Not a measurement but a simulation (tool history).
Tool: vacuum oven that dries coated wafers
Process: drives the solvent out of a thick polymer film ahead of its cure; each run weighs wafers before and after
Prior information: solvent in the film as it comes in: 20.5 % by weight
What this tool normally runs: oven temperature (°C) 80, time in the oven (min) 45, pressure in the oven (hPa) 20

run 1 hour=0 | oven_temperature_(°C)=80 time_in_the_oven_(min)=45 pressure_in_the_oven_(hPa)=20 | solvent_left_in_the_film_(%)=3.36
run 2 hour=51.4 | oven_temperature_(°C)=89 time_in_the_oven_(min)=45 pressure_in_the_oven_(hPa)=20 | solvent_left_in_the_film_(%)=1.66
run 3 hour=132.2 | oven_temperature_(°C)=89 time_in_the_oven_(min)=45 pressure_in_the_oven_(hPa)=20 | solvent_left_in_the_film_(%)=1.49
run 4 hour=193 | oven_temperature_(°C)=73 time_in_the_oven_(min)=45 pressure_in_the_oven_(hPa)=20 | solvent_left_in_the_film_(%)=6.05
run 5 hour=240.4 | oven_temperature_(°C)=80 time_in_the_oven_(min)=45 pressure_in_the_oven_(hPa)=20 | solvent_left_in_the_film_(%)=3.55
run 6 hour=286.9 | oven_temperature_(°C)=80 time_in_the_oven_(min)=45 pressure_in_the_oven_(hPa)=20 | solvent_left_in_the_film_(%)=3.54
run 7 hour=348.6 | oven_temperature_(°C)=94 time_in_the_oven_(min)=61 pressure_in_the_oven_(hPa)=33.3 | solvent_left_in_the_film_(%)=1.76
run 8 hour=420.5 | oven_temperature_(°C)=94 time_in_the_oven_(min)=61 pressure_in_the_oven_(hPa)=33.3 | solvent_left_in_the_film_(%)=1.77
run 9 hour=498.5 | oven_temperature_(°C)=77 time_in_the_oven_(min)=58 pressure_in_the_oven_(hPa)=27.1 | solvent_left_in_the_film_(%)=4.2
run 10 hour=546.8 | oven_temperature_(°C)=80 time_in_the_oven_(min)=54 pressure_in_the_oven_(hPa)=45.5 | solvent_left_in_the_film_(%)=5.17

Here are 3 independent what-if runs from the current tool condition. What would each one return?
run A hour=592.7 | oven_temperature_(°C)=80 time_in_the_oven_(min)=38 pressure_in_the_oven_(hPa)=45.5 | solvent_left_in_the_film_(%)=?
run B hour=592.7 | oven_temperature_(°C)=80 time_in_the_oven_(min)=26 pressure_in_the_oven_(hPa)=50.3 | solvent_left_in_the_film_(%)=?
run C hour=592.7 | oven_temperature_(°C)=82 time_in_the_oven_(min)=41 pressure_in_the_oven_(hPa)=20 | solvent_left_in_the_film_(%)=?

run=A solvent_left_in_the_film_(%)=6.4
run=B solvent_left_in_the_film_(%)=8.32
run=C solvent_left_in_the_film_(%)=3.31
Without the tool's hidden state the same runs would have given:
run=A solvent_left_in_the_film_(%)=5.83
run=B solvent_left_in_the_film_(%)=7.72
run=C solvent_left_in_the_film_(%)=2.87

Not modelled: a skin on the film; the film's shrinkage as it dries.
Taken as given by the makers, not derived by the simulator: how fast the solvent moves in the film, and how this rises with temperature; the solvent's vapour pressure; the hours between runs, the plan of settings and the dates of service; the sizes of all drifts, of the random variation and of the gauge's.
